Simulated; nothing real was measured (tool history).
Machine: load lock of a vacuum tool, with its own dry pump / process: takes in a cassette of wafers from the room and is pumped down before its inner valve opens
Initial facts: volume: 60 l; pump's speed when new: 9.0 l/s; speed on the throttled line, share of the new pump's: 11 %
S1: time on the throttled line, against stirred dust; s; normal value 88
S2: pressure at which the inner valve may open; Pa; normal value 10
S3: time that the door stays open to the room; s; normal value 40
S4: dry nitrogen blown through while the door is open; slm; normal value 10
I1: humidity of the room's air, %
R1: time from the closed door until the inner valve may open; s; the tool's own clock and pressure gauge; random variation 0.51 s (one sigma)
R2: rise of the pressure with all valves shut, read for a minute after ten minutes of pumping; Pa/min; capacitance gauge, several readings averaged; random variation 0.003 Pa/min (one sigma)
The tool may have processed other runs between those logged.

Run 1, hour 0: usual settings; I1 45.2. Result: R1 142.7 s, R2 0.193 Pa/min.
Run 2, hour 289.7: usual settings; I1 46.8. Result: R1 142.5 s, R2 0.204 Pa/min.
Run 3, hour 438.8: usual settings; I1 43.4. Result: R1 142.2 s, R2 0.207 Pa/min.
Run 4, hour 607.1: usual settings; I1 39.7. Result: R1 143.8 s, R2 0.212 Pa/min.
Run 5, hour 728.5: usual settings; I1 47.2. Result: R1 142.7 s, R2 0.209 Pa/min.
Run 6, hour 985.6: usual settings; I1 46.6. Result: R1 143.6 s, R2 0.217 Pa/min.
Run 7, hour 1228.2: usual settings; I1 43.4. Result: R1 143.5 s, R2 0.23 Pa/min.
Run 8, hour 1482.8: usual settings; I1 44. Result: R1 143.2 s, R2 0.237 Pa/min.
Run 9, hour 1633.4: usual settings; I1 45. Result: R1 143.9 s, R2 0.248 Pa/min.
Run 10, hour 1844.5: usual settings but S3 72 s; I1 44. Result: R1 143.8 s, R2 0.261 Pa/min.
Run 11, hour 2109.6: usual settings; I1 43.2. Result: R1 143.4 s, R2 0.259 Pa/min.
Run 12, hour 2246: usual settings but S1 166 s; I1 47.3. Result: R1 211.4 s, R2 0.264 Pa/min.
Run 13, hour 2465.8: usual settings but S1 78 s; I1 45.3. Result: R1 135.5 s, R2 0.271 Pa/min.
Run 14, hour 2692.8: usual settings but S1 174 s; I1 46. Result: R1 219.1 s, R2 0.281 Pa/min.
Run 15, hour 2837.3: usual settings but S1 174 s; I1 45.4. Result: R1 219.2 s, R2 0.28 Pa/min.
Run 16, hour 3125.7: usual settings but S1 174 s; I1 48.5. Result: R1 220.1 s, R2 0.296 Pa/min.
Run 17, hour 3261.1: usual settings but S1 123 s, S4 22 slm; I1 44.2. Result: R1 174.8 s, R2 0.288 Pa/min.
Run 18, hour 3509.4: usual settings but S1 123 s, S4 22 slm; I1 47.6. Result: R1 174.1 s, R2 0.304 Pa/min.
Run 19, hour 3724.8: usual settings but S3 76 s; I1 45.9. Result: R1 145.5 s, R2 0.309 Pa/min.
Run 20, hour 4015.4: usual settings but S1 65 s, S3 163 s, S4 27 slm; I1 43.1. Result: R1 125 s, R2 0.325 Pa/min.
Run 21, hour 4185.7: usual settings but S1 53 s, S3 46 s, S4 16 slm; I1 46.7. Result: R1 114.9 s, R2 0.329 Pa/min.
Run 22, hour 4336.8: usual settings but S2 19 Pa, S3 84 s, S4 27 slm; I1 44.7. Result: R1 140.9 s, R2 0.335 Pa/min.
Run 23, hour 4506.5: usual settings but S2 19 Pa, S3 33 s, S4 44 slm; I1 47.2. Result: R1 140.9 s, R2 0.319 Pa/min.

The logged runs with the hidden state left out (each run's random variation unchanged):
Hidden state at play: pump's speed, % of a new pump's; leak at the door's seal, Pa l/s; drift of the gauge itself on ready_s, %; drift of the gauge itself on rise_pa_min, %.
run     R1     R2
  1  139.7  0.013
  2  139.4  0.017
  3    139  0.013
  4  140.5  0.015
  5  139.3  0.013
  6  140.1  0.011
  7  139.9  0.018
  8  139.4  0.014
  9    140  0.016
 10  139.8  0.018
 11  139.3  0.015
 12  207.9  0.014
 13  131.2  0.016
 14  215.5  0.018
 15  215.5  0.012
 16  216.2  0.018
 17  170.4  0.003
 18  169.6  0.016
 19  140.4  0.013
 20  119.6  0.016
 21  109.2  0.014
 22  136.1  0.008
 23    136  0.003

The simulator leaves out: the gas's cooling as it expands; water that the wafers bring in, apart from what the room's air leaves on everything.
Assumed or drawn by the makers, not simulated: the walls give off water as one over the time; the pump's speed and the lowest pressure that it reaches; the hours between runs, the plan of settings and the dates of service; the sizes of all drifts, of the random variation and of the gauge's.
